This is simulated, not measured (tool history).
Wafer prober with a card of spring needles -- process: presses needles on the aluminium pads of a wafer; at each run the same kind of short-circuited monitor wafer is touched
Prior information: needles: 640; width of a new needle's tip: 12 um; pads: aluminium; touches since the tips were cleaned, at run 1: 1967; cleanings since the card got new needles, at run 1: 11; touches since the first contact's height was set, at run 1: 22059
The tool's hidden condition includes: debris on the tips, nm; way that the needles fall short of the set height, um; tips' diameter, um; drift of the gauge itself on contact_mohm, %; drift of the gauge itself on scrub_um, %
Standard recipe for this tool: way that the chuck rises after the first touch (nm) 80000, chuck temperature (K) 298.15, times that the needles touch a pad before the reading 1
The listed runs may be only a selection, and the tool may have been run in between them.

run,hour,way that the chuck rises after the first touch (nm),chuck temperature (K),times that the needles touch a pad before the reading,touches since the tips were cleaned,cleanings since the card got new needles,touches since the first contact's height was set,resistance of one needle with its contact and lead (mohm),way that a needle slides on the pad (nm)
1,0,80000,298.15,1,1967,11,22059,371,18560
2,16,80000,316.15,1,8292,11,28384,430,18550
# hour 18.9: tips cleaned on abrasive film
3,24.9,80000,298.15,1,2373,12,31887,392,18520
4,33.5,80000,330.15,1,5795,12,35309,421,18530
# hour 41.7: tips cleaned on abrasive film
5,46.9,80000,344.15,1,2095,13,40585,380,18510
6,57.9,80000,298.15,1,6428,13,44918,422,18520
# hour 64.3: tips cleaned on abrasive film
7,72.5,80000,298.15,1,3246,14,50675,407,18500
# hour 87.3: tips cleaned on abrasive film
8,88.3,80000,298.15,1,395,15,56889,309,18450
9,98.4,80000,298.15,1,4420,15,60914,413,18450
# hour 110.2: tips cleaned on abrasive film
10,111.4,80000,298.15,1,477,16,65995,315,18460
11,124.6,80000,298.15,1,5741,16,71259,434,18450
# hour 133.3: tips cleaned on abrasive film
12,133.7,80000,298.15,1,164,17,74800,295,18400
13,145.8,80000,337.15,1,4985,17,79621,429,18420
14,154.4,87000,337.15,2,8394,17,83030,363,20030
# hour 156.3: tips cleaned on abrasive film
# hour 164.5: height of the first contact set anew
15,173.5,87000,337.15,2,6708,18,3600,356,20240
# hour 180.2: tips cleaned on abrasive film
16,182.7,80000,362.15,1,984,19,7199,351,18580
17,199.7,80000,362.15,1,7694,19,13909,437,18590
# hour 203.3: tips cleaned on abrasive film
18,208.7,80000,398.15,1,2121,20,17438,404,18560
19,221.3,71000,345.15,1,7133,20,22450,469,16450
# hour 226: tips cleaned on abrasive film
20,231.1,80000,298.15,1,2004,21,26289,372,18500
21,242.6,84000,298.15,1,6573,21,30858,423,19430
# hour 248.7: tips cleaned on abrasive film
22,255.1,80000,370.15,2,2540,22,35768,360,18480
23,263.9,76000,308.15,1,6015,22,39243,446,17580
# hour 272.1: tips cleaned on abrasive film
24,273.7,76000,308.15,1,607,23,43081,342,17540
25,292.6,76000,308.15,1,8107,23,50581,452,17520
# hour 295.6: tips cleaned on abrasive film
26,306.4,66000,379.15,2,4292,24,56027,410,15190

Each row is a separate what-if for the run after 26, all from the same tool condition, not one after another. Results?
# hour 318.6: tips cleaned on abrasive film
A,318.6,83000,298.15,3,0,25,60812,?,?
# hour 318.6: tips cleaned on abrasive film
B,318.6,80000,370.15,2,0,25,60812,?,?
# hour 318.6: tips cleaned on abrasive film
C,318.6,80000,396.15,1,0,25,60812,?,?
# hour 318.6: tips cleaned on abrasive film
D,318.6,93000,321.15,1,0,25,60812,?,?
# hour 318.6: tips cleaned on abrasive film
E,318.6,79000,311.15,1,0,25,60812,?,?

run,resistance of one needle with its contact and lead (mohm),way that a needle slides on the pad (nm)
A,276,19100
B,304,18400
C,315,18410
D,291,21450
E,292,18180
Stripped of hidden state, with their random variation kept, the same runs would have yielded:
run,resistance of one needle with its contact and lead (mohm),way that a needle slides on the pad (nm)
A,272,19300
B,297,18600
C,306,18600
D,283,21640
E,281,18370
